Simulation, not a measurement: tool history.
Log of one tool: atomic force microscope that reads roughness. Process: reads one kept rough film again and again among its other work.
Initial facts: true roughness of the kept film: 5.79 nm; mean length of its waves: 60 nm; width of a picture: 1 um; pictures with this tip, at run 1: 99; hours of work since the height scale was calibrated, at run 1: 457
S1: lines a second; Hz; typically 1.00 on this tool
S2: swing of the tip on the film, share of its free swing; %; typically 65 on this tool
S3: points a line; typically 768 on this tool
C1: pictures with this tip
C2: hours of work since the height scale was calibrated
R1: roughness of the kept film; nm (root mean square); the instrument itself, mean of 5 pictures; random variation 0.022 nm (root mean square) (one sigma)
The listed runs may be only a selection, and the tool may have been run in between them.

run,hour,S1,S2,S3,C1,C2,R1
1,0.0,1.00,65,768,99,457,5.363
2,13.8,1.00,65,768,118,463,5.392
3,36.7,1.00,65,768,149,475,5.388
4,58.1,1.00,65,768,178,485,5.357
# hour 68.3: new tip fitted
5,70.3,1.00,65,379,3,491,5.419
6,89.0,1.00,65,379,28,500,5.409
7,108.6,1.00,65,975,55,510,5.399
8,122.0,1.00,89,768,73,516,4.991
9,139.9,1.00,65,713,97,525,5.400
10,153.3,1.00,65,713,116,531,5.415
11,165.6,1.00,82,713,132,537,5.126
12,175.7,1.00,82,713,146,542,5.134
13,193.0,1.94,65,616,169,551,5.224
# hour 209.5: new tip fitted
14,214.3,0.54,59,347,7,561,5.519
15,226.2,0.54,59,347,23,567,5.520
16,238.1,0.54,59,347,39,573,5.495
17,259.9,1.50,61,953,69,583,5.365
18,278.4,1.70,65,550,94,592,5.253
19,289.6,1.81,82,902,109,598,4.757
20,302.5,1.81,78,592,126,604,4.913
21,316.1,2.32,65,735,145,611,5.195
22,337.2,0.78,88,380,173,621,5.112
# hour 350.6: new tip fitted
23,360.1,1.32,74,768,13,632,5.199

Consider 3 possible next runs. They are alternatives, not a sequence: every one starts from the tool as it was left by run 23. What does each give?
A,378.9,0.87,65,768,38,641,?
B,378.9,1.32,74,460,38,641,?
C,378.9,3.04,81,979,38,641,?

run,R1
A,5.459
B,5.201
C,4.425
Take away the tool's hidden state, keep each run's random variation, and the runs would have read:
run,R1
A,5.465
B,5.206
C,4.429

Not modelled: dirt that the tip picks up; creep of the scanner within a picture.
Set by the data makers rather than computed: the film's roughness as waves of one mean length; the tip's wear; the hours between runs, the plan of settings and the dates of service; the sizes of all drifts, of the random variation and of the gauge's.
